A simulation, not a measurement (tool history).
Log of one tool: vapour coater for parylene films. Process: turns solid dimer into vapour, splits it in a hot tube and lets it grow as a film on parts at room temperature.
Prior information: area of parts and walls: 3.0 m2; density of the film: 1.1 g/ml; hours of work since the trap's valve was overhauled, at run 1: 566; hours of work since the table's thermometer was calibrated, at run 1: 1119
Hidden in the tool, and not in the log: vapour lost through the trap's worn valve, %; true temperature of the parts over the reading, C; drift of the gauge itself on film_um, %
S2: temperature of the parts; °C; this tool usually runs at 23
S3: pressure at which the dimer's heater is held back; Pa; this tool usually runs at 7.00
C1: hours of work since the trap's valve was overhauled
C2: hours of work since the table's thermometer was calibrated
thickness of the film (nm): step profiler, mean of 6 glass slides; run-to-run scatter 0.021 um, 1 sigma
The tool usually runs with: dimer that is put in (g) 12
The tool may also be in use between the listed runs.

{"run": 1, "day": 0.0, "dimer that is put in (g)": 12, "S2": 23, "S3": 7.0, "C1": 566, "C2": 1119, "thickness of the film (nm)": 1880}
{"run": 2, "day": 1.021, "dimer that is put in (g)": 15, "S2": 23, "S3": 7.0, "C1": 579, "C2": 1133, "thickness of the film (nm)": 2340}
{"run": 3, "day": 2.692, "dimer that is put in (g)": 12, "S2": 23, "S3": 5.73, "C1": 601, "C2": 1155, "thickness of the film (nm)": 1950}
{"run": 4, "day": 3.6, "dimer that is put in (g)": 12, "S2": 23, "S3": 5.73, "C1": 613, "C2": 1166, "thickness of the film (nm)": 1940}
{"run": 5, "day": 5.375, "dimer that is put in (g)": 12, "S2": 23, "S3": 6.62, "C1": 636, "C2": 1190, "thickness of the film (nm)": 1870}
{"run": 6, "day": 7.079, "dimer that is put in (g)": 12, "S2": 23, "S3": 6.62, "C1": 658, "C2": 1212, "thickness of the film (nm)": 1900}
{"day": 8.079, "done": "trap's valve overhauled"}
{"run": 7, "day": 8.225, "dimer that is put in (g)": 12, "S2": 23, "S3": 6.62, "C1": 2, "C2": 1225, "thickness of the film (nm)": 1880}
{"run": 8, "day": 9.392, "dimer that is put in (g)": 12, "S2": 23, "S3": 7.0, "C1": 17, "C2": 1240, "thickness of the film (nm)": 1890}
{"run": 9, "day": 10.317, "dimer that is put in (g)": 12, "S2": 23, "S3": 7.0, "C1": 29, "C2": 1252, "thickness of the film (nm)": 1870}
{"run": 10, "day": 11.842, "dimer that is put in (g)": 8, "S2": 23, "S3": 7.0, "C1": 49, "C2": 1272, "thickness of the film (nm)": 1250}
{"run": 11, "day": 12.846, "dimer that is put in (g)": 8, "S2": 21, "S3": 7.0, "C1": 62, "C2": 1285, "thickness of the film (nm)": 1310}
{"run": 12, "day": 13.892, "dimer that is put in (g)": 8, "S2": 21, "S3": 7.0, "C1": 76, "C2": 1299, "thickness of the film (nm)": 1290}
{"run": 13, "day": 15.933, "dimer that is put in (g)": 10, "S2": 23, "S3": 7.0, "C1": 103, "C2": 1326, "thickness of the film (nm)": 1540}
{"run": 14, "day": 17.333, "dimer that is put in (g)": 12, "S2": 23, "S3": 7.0, "C1": 121, "C2": 1344, "thickness of the film (nm)": 1910}
{"run": 15, "day": 19.254, "dimer that is put in (g)": 12, "S2": 23, "S3": 7.0, "C1": 146, "C2": 1369, "thickness of the film (nm)": 1890}
{"run": 16, "day": 20.162, "dimer that is put in (g)": 12, "S2": 19, "S3": 7.0, "C1": 158, "C2": 1381, "thickness of the film (nm)": 2060}
{"run": 17, "day": 21.688, "dimer that is put in (g)": 12, "S2": 19, "S3": 7.0, "C1": 178, "C2": 1401, "thickness of the film (nm)": 2060}
{"run": 18, "day": 23.458, "dimer that is put in (g)": 12, "S2": 19, "S3": 7.0, "C1": 201, "C2": 1424, "thickness of the film (nm)": 2060}
{"run": 19, "day": 24.417, "dimer that is put in (g)": 12, "S2": 19, "S3": 7.0, "C1": 214, "C2": 1437, "thickness of the film (nm)": 2080}
{"run": 20, "day": 25.538, "dimer that is put in (g)": 12, "S2": 19, "S3": 7.0, "C1": 229, "C2": 1452, "thickness of the film (nm)": 2080}
{"run": 21, "day": 26.588, "dimer that is put in (g)": 12, "S2": 19, "S3": 7.0, "C1": 242, "C2": 1465, "thickness of the film (nm)": 2070}
{"run": 22, "day": 28.571, "dimer that is put in (g)": 12, "S2": 23, "S3": 7.0, "C1": 268, "C2": 1491, "thickness of the film (nm)": 1870}
{"run": 23, "day": 29.971, "dimer that is put in (g)": 22, "S2": 23, "S3": 7.0, "C1": 287, "C2": 1510, "thickness of the film (nm)": 3460}
{"run": 24, "day": 31.858, "dimer that is put in (g)": 22, "S2": 23, "S3": 7.0, "C1": 311, "C2": 1534, "thickness of the film (nm)": 3400}
{"run": 25, "day": 33.017, "dimer that is put in (g)": 22, "S2": 23, "S3": 7.0, "C1": 327, "C2": 1549, "thickness of the film (nm)": 3440}
{"run": 26, "day": 34.358, "dimer that is put in (g)": 22, "S2": 23, "S3": 7.0, "C1": 344, "C2": 1567, "thickness of the film (nm)": 3420}
{"run": 27, "day": 35.446, "dimer that is put in (g)": 11, "S2": 18, "S3": 9.7, "C1": 358, "C2": 1581, "thickness of the film (nm)": 1800}
{"run": 28, "day": 36.654, "dimer that is put in (g)": 10, "S2": 24, "S3": 7.1, "C1": 374, "C2": 1597, "thickness of the film (nm)": 1520}
{"run": 29, "day": 38.296, "dimer that is put in (g)": 8, "S2": 23, "S3": 8.97, "C1": 396, "C2": 1619, "thickness of the film (nm)": 1190}
{"run": 30, "day": 39.983, "dimer that is put in (g)": 8, "S2": 23, "S3": 8.97, "C1": 418, "C2": 1641, "thickness of the film (nm)": 1190}
{"run": 31, "day": 41.033, "dimer that is put in (g)": 6, "S2": 26, "S3": 2.19, "C1": 431, "C2": 1654, "thickness of the film (nm)": 1080}
{"run": 32, "day": 42.362, "dimer that is put in (g)": 8, "S2": 18, "S3": 7.0, "C1": 449, "C2": 1672, "thickness of the film (nm)": 1400}
{"run": 33, "day": 43.879, "dimer that is put in (g)": 11, "S2": 29, "S3": 7.5, "C1": 469, "C2": 1692, "thickness of the film (nm)": 1450}
{"run": 34, "day": 45.017, "dimer that is put in (g)": 11, "S2": 29, "S3": 7.5, "C1": 484, "C2": 1707, "thickness of the film (nm)": 1430}
{"run": 35, "day": 45.942, "dimer that is put in (g)": 14, "S2": 23, "S3": 4.95, "C1": 496, "C2": 1719, "thickness of the film (nm)": 2380}
{"run": 36, "day": 47.896, "dimer that is put in (g)": 14, "S2": 23, "S3": 4.95, "C1": 521, "C2": 1744, "thickness of the film (nm)": 2320}
{"run": 37, "day": 49.354, "dimer that is put in (g)": 14, "S2": 23, "S3": 4.95, "C1": 540, "C2": 1763, "thickness of the film (nm)": 2300}
{"run": 38, "day": 50.654, "dimer that is put in (g)": 14, "S2": 23, "S3": 4.95, "C1": 557, "C2": 1780, "thickness of the film (nm)": 2350}
{"run": 39, "day": 52.704, "dimer that is put in (g)": 8, "S2": 23, "S3": 7.0, "C1": 584, "C2": 1807, "thickness of the film (nm)": 1240}
{"run": 40, "day": 54.808, "dimer that is put in (g)": 8, "S2": 18, "S3": 3.02, "C1": 612, "C2": 1835, "thickness of the film (nm)": 1650}
{"run": 41, "day": 56.004, "dimer that is put in (g)": 14, "S2": 18, "S3": 6.52, "C1": 628, "C2": 1850, "thickness of the film (nm)": 2520}
{"run": 42, "day": 58.033, "dimer that is put in (g)": 6, "S2": 25, "S3": 3.43, "C1": 654, "C2": 1877, "thickness of the film (nm)": 1020}
{"day": 59.279, "done": "trap's valve overhauled"}
{"run": 43, "day": 59.467, "dimer that is put in (g)": 6, "S2": 25, "S3": 3.43, "C1": 2, "C2": 1894, "thickness of the film (nm)": 1010}
{"run": 44, "day": 61.146, "dimer that is put in (g)": 6, "S2": 25, "S3": 3.43, "C1": 24, "C2": 1916, "thickness of the film (nm)": 1070}
{"run": 45, "day": 62.304, "dimer that is put in (g)": 16, "S2": 30, "S3": 8.55, "C1": 40, "C2": 1931, "thickness of the film (nm)": 1960}
{"run": 46, "day": 64.396, "dimer that is put in (g)": 16, "S2": 30, "S3": 8.55, "C1": 67, "C2": 1958, "thickness of the film (nm)": 2040}
{"run": 47, "day": 65.4, "dimer that is put in (g)": 12, "S2": 16, "S3": 6.95, "C1": 80, "C2": 1971, "thickness of the film (nm)": 2240}

Take each entry between the runs: how does the hidden state at the last listed run before it differ from the hidden state at the first listed run after it?
Between runs 6 and 7: trap's valve overhauled (day 8.079)
  vapour lost through the trap's worn valve, %: 0.6 -> 0
Between runs 42 and 43: trap's valve overhauled (day 59.279)
  vapour lost through the trap's worn valve, %: 0.5 -> 0
